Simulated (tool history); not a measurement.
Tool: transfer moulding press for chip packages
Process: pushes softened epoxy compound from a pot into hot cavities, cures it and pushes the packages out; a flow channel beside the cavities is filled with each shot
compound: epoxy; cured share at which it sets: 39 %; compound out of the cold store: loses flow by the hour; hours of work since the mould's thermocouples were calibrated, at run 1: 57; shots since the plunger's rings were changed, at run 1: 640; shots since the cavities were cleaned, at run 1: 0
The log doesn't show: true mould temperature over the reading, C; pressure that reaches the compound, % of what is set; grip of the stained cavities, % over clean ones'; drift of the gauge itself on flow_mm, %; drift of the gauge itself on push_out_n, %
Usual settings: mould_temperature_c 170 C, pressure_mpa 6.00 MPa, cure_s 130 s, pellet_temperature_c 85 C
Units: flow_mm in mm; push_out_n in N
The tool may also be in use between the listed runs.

| run | day | mould_temperature_c | pressure_mpa | cure_s | pellet_temperature_c | hours of work since the mould's thermocouples were calibrated | shots since the plunger's rings were changed | shots since the cavities were cleaned | incoming compound's hours out of the cold store | flow_mm | push_out_n |
|---|---|---|---|---|---|---|---|---|---|---|---|
| 1 | 0.000 | 170 | 6.00 | 130 | 85 | 57 | 640 | 0 | 14.0 | 572 | 541 |
| 2 | 0.496 | 170 | 6.00 | 130 | 75 | 62 | 709 | 69 | 19.3 | 554 | 570 |
| 3 | 1.092 | 170 | 6.00 | 140 | 85 | 68 | 791 | 151 | 31.2 | 524 | 552 |
| 4 | 1.650 | 170 | 5.93 | 140 | 85 | 73 | 868 | 228 | 22.6 | 540 | 596 |
| 5 | 2.825 | 170 | 5.93 | 140 | 85 | 85 | 1031 | 391 | 43.4 | 482 | 640 |
| 6 | 3.721 | 170 | 6.00 | 130 | 78 | 94 | 1155 | 515 | 45.2 | 487 | 732 |
|  | 4.238 | cavities cleaned with cleaning compound and waxed |
| 7 | 4.450 | 176 | 6.00 | 130 | 85 | 101 | 1247 | 29 | 21.4 | 528 | 436 |
| 8 | 5.296 | 170 | 6.00 | 155 | 85 | 109 | 1364 | 146 | 12.2 | 570 | 494 |
| 9 | 6.229 | 170 | 6.00 | 155 | 85 | 119 | 1494 | 276 | 11.5 | 577 | 557 |
| 10 | 7.046 | 170 | 6.00 | 130 | 85 | 127 | 1607 | 389 | 44.1 | 481 | 647 |
| 11 | 7.900 | 170 | 6.00 | 130 | 85 | 136 | 1725 | 507 | 36.1 | 500 | 709 |
|  | 8.471 | cavities cleaned with cleaning compound and waxed |
| 12 | 8.508 | 170 | 6.00 | 130 | 85 | 141 | 1800 | 5 | 27.9 | 523 | 541 |
| 13 | 9.004 | 170 | 6.00 | 130 | 85 | 146 | 1869 | 74 | 29.9 | 517 | 543 |
| 14 | 9.750 | 170 | 6.00 | 130 | 85 | 154 | 1972 | 177 | 15.5 | 558 | 580 |
| 15 | 10.817 | 170 | 6.39 | 130 | 85 | 164 | 2120 | 325 | 36.9 | 516 | 629 |
| 16 | 11.521 | 170 | 6.00 | 169 | 92 | 171 | 2218 | 423 | 10.8 | 565 | 544 |
| 17 | 12.262 | 163 | 6.00 | 130 | 85 | 179 | 2320 | 525 | 42.1 | 503 | 1069 |
|  | 12.738 | cavities cleaned with cleaning compound and waxed |
| 18 | 13.179 | 173 | 6.00 | 130 | 75 | 187 | 2438 | 61 | 18.9 | 533 | 487 |
|  | 13.983 | plunger's sealing rings changed |
| 19 | 14.429 | 171 | 6.00 | 130 | 85 | 199 | 62 | 220 | 17.0 | 563 | 591 |
| 20 | 15.396 | 173 | 5.97 | 127 | 85 | 209 | 196 | 354 | 10.9 | 568 | 603 |
| 21 | 16.125 | 174 | 6.00 | 130 | 85 | 216 | 297 | 455 | 16.6 | 549 | 590 |
| 22 | 16.688 | 174 | 6.00 | 130 | 85 | 222 | 374 | 532 | 29.9 | 511 | 616 |
|  | 17.133 | cavities cleaned with cleaning compound and waxed |
| 23 | 17.521 | 166 | 7.46 | 115 | 76 | 229 | 481 | 54 | 31.9 | 593 | 860 |
| 24 | 18.100 | 170 | 4.72 | 168 | 79 | 235 | 562 | 135 | 12.3 | 511 | 486 |
| 25 | 18.717 | 167 | 6.00 | 130 | 94 | 241 | 647 | 220 | 20.8 | 555 | 729 |
| 26 | 19.817 | 167 | 6.00 | 130 | 94 | 252 | 799 | 372 | 46.1 | 486 | 740 |
| 27 | 20.533 | 167 | 7.15 | 130 | 94 | 260 | 898 | 471 | 35.4 | 565 | 753 |
| 28 | 21.167 | 167 | 7.33 | 148 | 94 | 266 | 986 | 559 | 38.1 | 558 | 677 |

Forecast each of these 3 alternatives for the next run:
|  | 21.383 | cavities cleaned with cleaning compound and waxed |
| A | 21.958 | 167 | 7.33 | 148 | 83 | 273 | 1087 | 80 | 17.1 | ? | ? |
|  | 21.383 | cavities cleaned with cleaning compound and waxed |
| B | 21.958 | 167 | 4.63 | 146 | 86 | 273 | 1087 | 80 | 47.5 | ? | ? |
|  | 21.383 | cavities cleaned with cleaning compound and waxed |
| C | 21.958 | 170 | 6.00 | 128 | 92 | 273 | 1087 | 80 | 13.0 | ? | ? |

| run | flow_mm | push_out_n |
|---|---|---|
| A | 626 | 556 |
| B | 425 | 505 |
| C | 569 | 578 |
Without the tool's hidden state the same runs would have given:
| run | flow_mm | push_out_n |
|---|---|---|
| A | 638 | 531 |
| B | 433 | 479 |
| C | 580 | 554 |
